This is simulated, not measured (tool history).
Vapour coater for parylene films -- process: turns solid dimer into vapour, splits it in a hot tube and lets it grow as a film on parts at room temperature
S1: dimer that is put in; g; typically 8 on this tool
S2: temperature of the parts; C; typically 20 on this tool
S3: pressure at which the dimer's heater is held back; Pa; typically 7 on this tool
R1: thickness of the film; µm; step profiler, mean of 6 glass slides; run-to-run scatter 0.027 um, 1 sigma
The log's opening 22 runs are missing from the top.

Run 23, hour 383: usual settings but S3 3.51 Pa. Result: R1 2.59 µm.
At hour 394: trap's valve overhauled, once more.
Run 24, hour 404.7: usual settings but S3 3.51 Pa. Result: R1 3.14 µm.
Run 25, hour 422.2: usual settings but S3 3.51 Pa. Result: R1 3.06 µm.
Run 26, hour 447.9: usual settings but S1 5 g, S2 19 C, S3 8.39 Pa. Result: R1 1.74 µm.
Run 27, hour 463.8: usual settings but S1 5 g, S2 19 C, S3 8.39 Pa. Result: R1 1.78 µm.
Run 28, hour 477.6: usual settings but S1 5 g, S2 27 C, S3 8.39 Pa. Result: R1 1.16 µm.
Run 29, hour 494.3: usual settings. Result: R1 2.78 µm.
Run 30, hour 508.5: usual settings but S3 10.06 Pa. Result: R1 2.61 µm.
Run 31, hour 531.8: usual settings but S3 10.06 Pa. Result: R1 2.61 µm.
Run 32, hour 557.4: usual settings but S1 4 g, S3 8.19 Pa. Result: R1 1.3 µm.
Run 33, hour 575: usual settings but S1 4 g, S3 8.19 Pa. Result: R1 1.32 µm.
Run 34, hour 586.9: usual settings but S1 4 g, S2 16 C, S3 8.19 Pa. Result: R1 1.61 µm.
Run 35, hour 604.9: usual settings but S2 16 C. Result: R1 3.24 µm.
Run 36, hour 620.5: usual settings but S2 16 C. Result: R1 3.25 µm.
Run 37, hour 634.1: usual settings but S1 5 g. Result: R1 1.69 µm.
Run 38, hour 656.4: usual settings but S2 15 C. Result: R1 3.41 µm.
Run 39, hour 672: usual settings. Result: R1 2.67 µm.
Run 40, hour 692.7: usual settings but S2 17 C, S3 5.55 Pa. Result: R1 3.18 µm.
Run 41, hour 718: usual settings but S1 12 g, S2 15 C, S3 11.25 Pa. Result: R1 4.79 µm.
Run 42, hour 733.6: usual settings but S1 4 g, S3 11.96 Pa. Result: R1 1.2 µm.
Run 43, hour 757: usual settings but S1 7 g, S3 6.45 Pa. Result: R1 2.37 µm.
Run 44, hour 767.8: usual settings but S2 12 C. Result: R1 3.4 µm.
Run 45, hour 788.7: usual settings but S1 7 g, S2 18 C, S3 4.32 Pa. Result: R1 2.67 µm.
Run 46, hour 808.5: usual settings but S1 7 g, S2 17 C, S3 4.32 Pa. Result: R1 2.86 µm.
Run 47, hour 824.4: usual settings but S1 12 g, S3 7.69 Pa. Result: R1 3.91 µm.

Here are 3 independent what-if runs from the current tool condition. What would each one return?
Run A, hour 835.6: usual settings but S1 12 g, S2 16 C, S3 5.86 Pa. Result: R1 ?.
Run B, hour 835.6: usual settings but S1 5 g, S2 18 C, S3 2.08 Pa. Result: R1 ?.
Run C, hour 835.6: usual settings but S1 3 g, S2 15 C, S3 2.3 Pa. Result: R1 ?.

run    R1
  A  4.98
  B  2.13
  C  1.23
Had the tool no hidden state, the same runs would have come out as:
run    R1
  A  5.19
  B  2.28
  C  1.32
